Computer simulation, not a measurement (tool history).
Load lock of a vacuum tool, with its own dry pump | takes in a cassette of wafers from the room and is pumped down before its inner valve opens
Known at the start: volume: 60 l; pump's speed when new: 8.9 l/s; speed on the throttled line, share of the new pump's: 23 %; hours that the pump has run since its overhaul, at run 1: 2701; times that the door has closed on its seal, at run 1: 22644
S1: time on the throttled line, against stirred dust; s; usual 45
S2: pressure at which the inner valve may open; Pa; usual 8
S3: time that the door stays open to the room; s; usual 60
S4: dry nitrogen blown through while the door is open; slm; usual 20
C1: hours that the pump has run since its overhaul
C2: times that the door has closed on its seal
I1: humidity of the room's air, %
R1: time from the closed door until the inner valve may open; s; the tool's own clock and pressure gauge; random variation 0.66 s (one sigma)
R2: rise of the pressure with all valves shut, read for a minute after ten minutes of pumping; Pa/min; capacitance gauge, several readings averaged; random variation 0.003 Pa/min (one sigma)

Run 1, hour 0.0: usual settings; C1 2701; C2 22644; I1 46.2. Result: R1 100.3 s, R2 0.152 Pa/min.
Run 2, hour 176.7: usual settings; C1 2878; C2 23222; I1 45.7. Result: R1 98.5 s, R2 0.157 Pa/min.
Run 3, hour 337.0: usual settings; C1 3038; C2 23746; I1 44.6. Result: R1 100.9 s, R2 0.157 Pa/min.
Run 4, hour 592.5: usual settings but S2 6 Pa; C1 3293; C2 24582; I1 43.2. Result: R1 102.0 s, R2 0.168 Pa/min.
Run 5, hour 835.7: usual settings but S2 6 Pa, S4 24 slm; C1 3537; C2 25377; I1 44.7. Result: R1 103.2 s, R2 0.161 Pa/min.
Run 6, hour 1069.5: usual settings but S2 6 Pa, S4 24 slm; C1 3770; C2 26141; I1 46.8. Result: R1 102.4 s, R2 0.171 Pa/min.
Run 7, hour 1283.5: usual settings but S3 99 s; C1 3984; C2 26841; I1 46.1. Result: R1 100.4 s, R2 0.195 Pa/min.
Run 8, hour 1417.0: usual settings; C1 4118; C2 27278; I1 41.1. Result: R1 100.4 s, R2 0.181 Pa/min.
Run 9, hour 1672.8: usual settings; C1 4374; C2 28115; I1 42.3. Result: R1 100.5 s, R2 0.189 Pa/min.
Run 10, hour 1891.4: usual settings but S3 40 s; C1 4592; C2 28829; I1 44.1. Result: R1 101.9 s, R2 0.176 Pa/min.
Run 11, hour 2081.9: usual settings but S2 13 Pa; C1 4783; C2 29452; I1 47.9. Result: R1 97.8 s, R2 0.202 Pa/min.
Run 12, hour 2366.9: usual settings but S2 13 Pa; C1 5068; C2 30384; I1 46.6. Result: R1 97.0 s, R2 0.211 Pa/min.
Run 13, hour 2663.8: usual settings but S2 13 Pa; C1 5365; C2 31355; I1 44.3. Result: R1 96.2 s, R2 0.218 Pa/min.
Run 14, hour 2911.6: usual settings; C1 5612; C2 32165; I1 46.2. Result: R1 100.2 s, R2 0.227 Pa/min.
Run 15, hour 3169.4: usual settings; C1 5870; C2 33008; I1 44.5. Result: R1 101.1 s, R2 0.228 Pa/min.
Run 16, hour 3316.5: usual settings; C1 6017; C2 33489; I1 40.4. Result: R1 101.6 s, R2 0.232 Pa/min.
Run 17, hour 3539.5: usual settings but S3 49 s; C1 6240; C2 34219; I1 41.8. Result: R1 101.4 s, R2 0.237 Pa/min.
Run 18, hour 3793.0: usual settings but S3 49 s; C1 6494; C2 35048; I1 48.0. Result: R1 102.3 s, R2 0.253 Pa/min.
Run 19, hour 3991.2: usual settings but S2 10 Pa, S3 64 s; C1 6692; C2 35696; I1 43.3. Result: R1 99.8 s, R2 0.256 Pa/min.
Run 20, hour 4194.6: usual settings but S1 26 s, S2 11 Pa, S3 89 s, S4 23 slm; C1 6896; C2 36361; I1 45.0. Result: R1 84.3 s, R2 0.268 Pa/min.
Run 21, hour 4435.9: usual settings but S1 26 s, S2 11 Pa, S3 233 s, S4 4 slm; C1 7137; C2 37150; I1 46.7. Result: R1 85.8 s, R2 0.357 Pa/min.
Run 22, hour 4589.0: usual settings but S2 9 Pa, S4 6 slm; C1 7290; C2 37651; I1 43.3. Result: R1 100.0 s, R2 0.297 Pa/min.
Run 23, hour 4732.0: usual settings but S2 9 Pa, S4 38 slm; C1 7433; C2 38118; I1 45.2. Result: R1 101.3 s, R2 0.272 Pa/min.
Run 24, hour 4982.0: usual settings but S1 40 s, S3 48 s, S4 25 slm; C1 7683; C2 38936; I1 47.6. Result: R1 98.4 s, R2 0.280 Pa/min.
Run 25, hour 5243.9: usual settings but S3 217 s; C1 7945; C2 39792; I1 45.3. Result: R1 102.6 s, R2 0.344 Pa/min.
Run 26, hour 5443.6: usual settings but S3 217 s; C1 8144; C2 40445; I1 45.2. Result: R1 102.5 s, R2 0.345 Pa/min.
Run 27, hour 5747.1: usual settings but S3 217 s; C1 8448; C2 41438; I1 44.1. Result: R1 103.1 s, R2 0.355 Pa/min.
Run 28, hour 5967.1: usual settings but S2 7 Pa, S3 43 s, S4 7 slm; C1 8668; C2 42157; I1 46.1. Result: R1 104.5 s, R2 0.322 Pa/min.
Run 29, hour 6110.2: usual settings but S2 7 Pa, S3 43 s, S4 7 slm; C1 8811; C2 42625; I1 45.2. Result: R1 105.0 s, R2 0.337 Pa/min.
Run 30, hour 6376.7: usual settings but S2 13 Pa; C1 9078; C2 43497; I1 44.3. Result: R1 99.7 s, R2 0.336 Pa/min.
Run 31, hour 6612.8: usual settings but S2 13 Pa; C1 9314; C2 44269; I1 44.7. Result: R1 100.3 s, R2 0.345 Pa/min.
Run 32, hour 6834.8: usual settings but S1 31 s, S2 13 Pa, S3 135 s; C1 9536; C2 44995; I1 46.6. Result: R1 88.9 s, R2 0.375 Pa/min.
Run 33, hour 7131.2: usual settings but S1 66 s, S2 10 Pa, S3 135 s; C1 9832; C2 45964; I1 44.7. Result: R1 118.9 s, R2 0.386 Pa/min.
Run 34, hour 7381.5: usual settings but S1 66 s, S2 10 Pa, S3 135 s; C1 10082; C2 46782; I1 45.1. Result: R1 117.8 s, R2 0.407 Pa/min.
Run 35, hour 7536.0: usual settings but S2 13 Pa, S3 39 s; C1 10237; C2 47288; I1 45.4. Result: R1 100.1 s, R2 0.371 Pa/min.
Run 36, hour 7674.8: usual settings but S1 42 s; C1 10376; C2 47742; I1 43.5. Result: R1 102.0 s, R2 0.390 Pa/min.

Hidden state or all else? Some run-to-run changes of R1, split into what the settings, what came in and random variation would give without the hidden state, and what is left for the hidden state (with any gauge scatter that isn't in both results):
The hidden state here: pump's speed, % of a new pump's; leak at the door's seal, Pa l/s; drift of the gauge itself on ready_s, %; drift of the gauge itself on rise_pa_min, %.
Run 13 -> 14: S2 13 -> 8. R1 +4.0 s: hidden state +0.4, all else +3.6.
Run 19 -> 20: S1 45 -> 26, S2 10 -> 11, S3 64 -> 89, S4 20 -> 23. R1 -15.5 s: hidden state +0.5, all else -16.0.
Run 32 -> 33: S1 31 -> 66, S2 13 -> 10. R1 +30.0 s: hidden state -0.2, all else +30.2.
Run 34 -> 35: S1 66 -> 45, S2 10 -> 13, S3 135 -> 39. R1 -17.7 s: hidden state +0.3, all else -18.0.
Run 35 -> 36: S1 45 -> 42, S2 13 -> 8, S3 39 -> 60. R1 +1.9 s: hidden state +0.6, all else +1.3.
